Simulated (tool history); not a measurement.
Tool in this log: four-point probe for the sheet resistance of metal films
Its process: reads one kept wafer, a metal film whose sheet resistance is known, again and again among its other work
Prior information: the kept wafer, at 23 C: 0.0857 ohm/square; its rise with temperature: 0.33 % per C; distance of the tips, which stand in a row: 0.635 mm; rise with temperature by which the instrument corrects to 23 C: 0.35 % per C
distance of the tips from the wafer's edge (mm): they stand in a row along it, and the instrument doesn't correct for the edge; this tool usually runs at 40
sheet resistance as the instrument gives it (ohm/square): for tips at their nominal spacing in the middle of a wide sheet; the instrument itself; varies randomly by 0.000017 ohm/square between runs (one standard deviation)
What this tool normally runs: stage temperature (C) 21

run	day	stage temperature (C)	distance of the tips from the wafer's edge (mm)	sheet resistance as the instrument gives it (ohm/square)
1	0.000	21	40	0.085427
2	1.242	21	40	0.085422
3	2.300	21	40	0.085380
4	3.604	21	40	0.085417
5	4.908	21	40	0.085402
6	6.350	21	40	0.085412
7	7.258	21	40	0.085407
8	8.688	21	40	0.085364
9	10.133	21	40	0.085391
10	11.054	21	40	0.085381
11	11.896	21	6	0.085873
12	12.671	21	6	0.085863
13	14.071	21	6	0.085876
14	15.325	21	6	0.085879

Measured less the same run without the tool's hidden state. The same run-to-run variation is in both; the gauge's scatter may not be:
Hidden state at play: inner tips' distance over the nominal, %; tips' flats over new ones', %; wafer's true temperature over the reading, C; drift of the gauge itself on sheet_ohm, %.
run	sheet resistance as the instrument gives it (ohm/square)
1	-0.000340
2	-0.000343
3	-0.000346
4	-0.000350
5	-0.000354
6	-0.000359
7	-0.000362
8	-0.000365
9	-0.000370
10	-0.000372
11	-0.000377
12	-0.000379
13	-0.000383
14	-0.000387

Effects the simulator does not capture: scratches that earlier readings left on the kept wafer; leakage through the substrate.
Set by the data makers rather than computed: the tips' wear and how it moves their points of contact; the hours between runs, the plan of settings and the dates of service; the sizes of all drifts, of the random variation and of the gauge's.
